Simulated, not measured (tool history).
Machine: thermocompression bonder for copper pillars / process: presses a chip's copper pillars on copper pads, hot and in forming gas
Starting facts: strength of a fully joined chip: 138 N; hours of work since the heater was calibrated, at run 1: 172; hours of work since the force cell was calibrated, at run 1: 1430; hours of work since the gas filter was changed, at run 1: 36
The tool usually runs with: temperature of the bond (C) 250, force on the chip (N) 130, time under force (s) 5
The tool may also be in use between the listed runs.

| run | day | temperature of the bond (C) | force on the chip (N) | time under force (s) | hours of work since the heater was calibrated | hours of work since the force cell was calibrated | hours of work since the gas filter was changed | force that shears a chip off (N) |
|---|---|---|---|---|---|---|---|---|
| 1 | 0.000 | 250 | 130 | 5 | 172 | 1430 | 36 | 99.2 |
| 2 | 2.133 | 250 | 130 | 5 | 207 | 1465 | 70 | 102.3 |
| 3 | 3.596 | 250 | 130 | 5 | 230 | 1489 | 94 | 100.3 |
| 4 | 6.000 | 250 | 130 | 5 | 269 | 1527 | 133 | 100.6 |
|  | 6.271 | forming gas filter changed |
| 5 | 7.392 | 250 | 130 | 5 | 291 | 1550 | 18 | 101.6 |
| 6 | 8.842 | 250 | 130 | 5 | 315 | 1573 | 42 | 99.4 |
|  | 10.367 | force cell calibrated |
| 7 | 11.221 | 236 | 130 | 5 | 352 | 14 | 79 | 86.7 |
| 8 | 13.121 | 236 | 130 | 5 | 383 | 45 | 110 | 87.0 |
|  | 14.842 | forming gas filter changed |
| 9 | 14.842 | 236 | 130 | 5 | 410 | 72 | 0 | 86.8 |
| 10 | 16.383 | 236 | 130 | 5 | 435 | 97 | 25 | 86.2 |
| 11 | 17.867 | 236 | 130 | 5 | 459 | 121 | 49 | 88.2 |
| 12 | 19.788 | 236 | 130 | 5 | 490 | 152 | 80 | 87.0 |
| 13 | 22.125 | 236 | 130 | 5 | 528 | 190 | 118 | 85.5 |
|  | 23.488 | forming gas filter changed |
| 14 | 24.783 | 236 | 130 | 14 | 571 | 232 | 21 | 112.3 |
| 15 | 26.508 | 250 | 130 | 5 | 599 | 260 | 49 | 100.7 |
| 16 | 28.512 | 250 | 173 | 3 | 631 | 293 | 81 | 95.6 |
| 17 | 30.450 | 250 | 173 | 3 | 662 | 324 | 113 | 95.7 |
|  | 31.958 | forming gas filter changed |
| 18 | 32.938 | 250 | 121 | 6 | 702 | 364 | 16 | 102.6 |
| 19 | 35.500 | 250 | 80 | 5 | 744 | 405 | 57 | 83.0 |
| 20 | 36.804 | 250 | 80 | 5 | 765 | 426 | 78 | 83.0 |
| 21 | 38.221 | 250 | 94 | 3 | 788 | 449 | 101 | 74.1 |
|  | 40.429 | forming gas filter changed |
| 22 | 40.429 | 250 | 94 | 9 | 823 | 485 | 0 | 102.5 |
| 23 | 42.038 | 250 | 98 | 7 | 849 | 511 | 26 | 96.9 |
| 24 | 43.296 | 257 | 122 | 3 | 869 | 531 | 46 | 91.7 |
| 25 | 45.567 | 257 | 122 | 3 | 906 | 568 | 83 | 91.0 |
| 26 | 47.946 | 257 | 122 | 3 | 945 | 606 | 122 | 90.5 |
|  | 48.904 | forming gas filter changed |
| 27 | 49.108 | 257 | 122 | 3 | 963 | 625 | 3 | 91.9 |
| 28 | 51.292 | 252 | 98 | 5 | 998 | 660 | 39 | 92.3 |
| 29 | 52.917 | 272 | 80 | 6 | 1025 | 686 | 65 | 108.6 |
| 30 | 55.154 | 272 | 193 | 11 | 1061 | 722 | 101 | 133.3 |

Forecast each of these 4 alternatives for the next run:
|  | 57.579 | forming gas filter changed |
| A | 57.738 | 272 | 121 | 10 | 1102 | 764 | 3 | ? |
|  | 57.579 | forming gas filter changed |
| B | 57.738 | 272 | 193 | 6 | 1102 | 764 | 3 | ? |
|  | 57.579 | forming gas filter changed |
| C | 57.738 | 278 | 130 | 5 | 1102 | 764 | 3 | ? |
|  | 57.579 | forming gas filter changed |
| D | 57.738 | 280 | 135 | 5 | 1102 | 764 | 3 | ? |

| run | force that shears a chip off (N) |
|---|---|
| A | 125.4 |
| B | 130.1 |
| C | 121.9 |
| D | 123.8 |
What these runs would have given with no unlogged condition in the tool:
| run | force that shears a chip off (N) |
|---|---|
| A | 125.2 |
| B | 129.9 |
| C | 121.7 |
| D | 123.6 |

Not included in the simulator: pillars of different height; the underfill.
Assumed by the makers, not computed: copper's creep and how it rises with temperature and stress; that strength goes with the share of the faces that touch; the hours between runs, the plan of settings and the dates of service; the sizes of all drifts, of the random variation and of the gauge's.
